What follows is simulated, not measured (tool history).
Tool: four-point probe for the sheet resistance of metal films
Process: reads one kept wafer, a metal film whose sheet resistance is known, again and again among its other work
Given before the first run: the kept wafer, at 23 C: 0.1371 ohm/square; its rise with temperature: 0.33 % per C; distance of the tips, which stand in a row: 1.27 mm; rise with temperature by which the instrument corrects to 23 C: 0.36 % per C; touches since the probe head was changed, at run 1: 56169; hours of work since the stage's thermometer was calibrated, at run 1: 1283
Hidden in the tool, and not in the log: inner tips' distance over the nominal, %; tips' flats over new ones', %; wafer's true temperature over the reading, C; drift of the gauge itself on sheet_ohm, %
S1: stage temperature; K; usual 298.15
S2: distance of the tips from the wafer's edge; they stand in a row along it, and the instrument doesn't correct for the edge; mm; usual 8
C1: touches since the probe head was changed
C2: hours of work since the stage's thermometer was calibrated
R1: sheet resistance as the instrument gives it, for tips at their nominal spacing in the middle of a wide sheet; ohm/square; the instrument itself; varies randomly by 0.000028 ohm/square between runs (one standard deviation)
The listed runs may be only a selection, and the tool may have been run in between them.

run,hour,S1,S2,C1,C2,R1
1,0,298.15,8,56169,1283,0.137453
2,63.6,298.15,8,58335,1334,0.137406
3,107.8,298.15,8,59839,1369,0.137417
4,193.7,298.15,8,62760,1437,0.13732
5,259.1,308.15,8,64987,1489,0.136873
6,309.2,308.15,8,66691,1528,0.136881
7,359.9,298.15,8,68419,1569,0.13728
8,445.1,298.15,8,71318,1636,0.137254
9,517.7,298.15,8,73790,1694,0.137259
10,576.6,298.15,8,75795,1740,0.137208
11,655.3,298.15,8,78471,1803,0.13724
12,734.1,298.15,8,81155,1865,0.13717
# hour 757.6: stage's thermometer calibrated
13,800.6,298.15,8,83400,34,0.137095
14,851.5,298.15,7,85132,74,0.137597
15,924.9,298.15,7,87630,133,0.13764
16,996.5,298.15,7,90069,189,0.137585
17,1038.4,292.15,8,91493,222,0.137299
18,1118.2,298.15,8,94210,286,0.136994
# hour 1126.3: stage's thermometer calibrated, once more
19,1210,298.15,8,97319,66,0.137099
20,1300.8,292.15,8,100407,138,0.137304
21,1372.4,292.15,5,102844,195,0.140045
22,1462.1,292.15,5,105898,266,0.140063
23,1512.8,292.15,5,107624,306,0.139954
24,1567.9,293.15,19,109498,350,0.135725
25,1658.1,295.15,8,112571,421,0.137133
26,1697.2,295.15,19,113898,452,0.135586
27,1760.2,298.15,49,116042,502,0.135193
28,1844.2,298.15,49,118902,569,0.135139
29,1912.7,298.15,61,121233,623,0.135139
30,2001,298.15,61,124240,693,0.135071
31,2045,298.15,5,125736,728,0.139611
32,2086.8,295.15,75,127160,761,0.135141
33,2142.8,298.15,26,129067,805,0.135202
34,2204.6,298.15,26,131170,854,0.135161
35,2273.1,298.15,26,133500,908,0.1351
36,2313.8,295.15,12,134885,941,0.135953
37,2405.9,298.15,19,138019,1014,0.135268
38,2449.3,298.15,19,139499,1048,0.135256
39,2505.4,301.15,14,141407,1092,0.135357
40,2551.8,293.15,23,142985,1129,0.135282
41,2637.6,293.15,23,145906,1197,0.135315
42,2719.4,291.15,5,148690,1262,0.13972
43,2799.4,291.15,5,151413,1325,0.13969
44,2867.5,302.15,10,153730,1379,0.135833
45,2930,302.15,10,155859,1429,0.1358
46,3005.3,302.15,10,158421,1488,0.135777

Here are 3 independent what-if runs from the current tool condition. What would each one return?
A,3064.6,299.15,3,160440,1535,?
B,3064.6,293.15,8,160440,1535,?
C,3064.6,298.15,39,160440,1535,?

run,R1
A,0.14648
B,0.136811
C,0.134851
What these runs would have given with no unlogged condition in the tool:
run,R1
A,0.148911
B,0.139098
C,0.137106
